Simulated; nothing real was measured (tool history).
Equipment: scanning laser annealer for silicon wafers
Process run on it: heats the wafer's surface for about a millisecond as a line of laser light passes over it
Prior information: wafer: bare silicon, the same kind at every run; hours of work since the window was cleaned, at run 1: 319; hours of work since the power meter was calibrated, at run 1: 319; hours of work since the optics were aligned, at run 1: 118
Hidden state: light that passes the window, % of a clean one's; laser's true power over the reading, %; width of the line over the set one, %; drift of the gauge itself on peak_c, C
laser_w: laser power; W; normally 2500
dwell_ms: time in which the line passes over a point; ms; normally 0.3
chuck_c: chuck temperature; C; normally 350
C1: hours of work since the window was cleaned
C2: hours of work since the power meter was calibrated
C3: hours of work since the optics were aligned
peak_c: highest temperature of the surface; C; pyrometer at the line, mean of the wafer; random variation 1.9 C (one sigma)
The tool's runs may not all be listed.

{"run": 1, "hour": 0.0, "laser_w": 2500, "dwell_ms": 0.3, "chuck_c": 350, "C1": 319, "C2": 319, "C3": 118, "peak_c": 1135}
{"run": 2, "hour": 38.6, "laser_w": 2500, "dwell_ms": 0.3, "chuck_c": 350, "C1": 341, "C2": 341, "C3": 140, "peak_c": 1136}
{"run": 3, "hour": 96.3, "laser_w": 2500, "dwell_ms": 0.3, "chuck_c": 350, "C1": 374, "C2": 374, "C3": 173, "peak_c": 1132}
{"run": 4, "hour": 124.1, "laser_w": 2500, "dwell_ms": 0.3, "chuck_c": 350, "C1": 390, "C2": 390, "C3": 189, "peak_c": 1132}
{"run": 5, "hour": 183.8, "laser_w": 2548, "dwell_ms": 0.3, "chuck_c": 350, "C1": 425, "C2": 425, "C3": 223, "peak_c": 1154}
{"run": 6, "hour": 243.2, "laser_w": 2548, "dwell_ms": 0.3, "chuck_c": 334, "C1": 459, "C2": 459, "C3": 257, "peak_c": 1137}
{"run": 7, "hour": 278.7, "laser_w": 2548, "dwell_ms": 0.3, "chuck_c": 334, "C1": 479, "C2": 479, "C3": 278, "peak_c": 1138}
{"run": 8, "hour": 310.6, "laser_w": 2500, "dwell_ms": 0.3, "chuck_c": 350, "C1": 498, "C2": 498, "C3": 296, "peak_c": 1137}
{"run": 9, "hour": 361.5, "laser_w": 2500, "dwell_ms": 0.3, "chuck_c": 350, "C1": 527, "C2": 527, "C3": 325, "peak_c": 1133}
{"run": 10, "hour": 414.0, "laser_w": 2500, "dwell_ms": 0.3, "chuck_c": 350, "C1": 557, "C2": 557, "C3": 356, "peak_c": 1132}
{"run": 11, "hour": 469.6, "laser_w": 2500, "dwell_ms": 0.3, "chuck_c": 350, "C1": 589, "C2": 589, "C3": 387, "peak_c": 1136}

What will run 12 give?
{"run": 12, "hour": 499.1, "laser_w": 2648, "dwell_ms": 0.3, "chuck_c": 338, "C1": 606, "C2": 606, "C3": 404, "peak_c": "?"}

peak_c: 1186 C
Take away the tool's hidden state, keep the run-to-run variation as it was, and the same run would have given peak_c 1187 C.
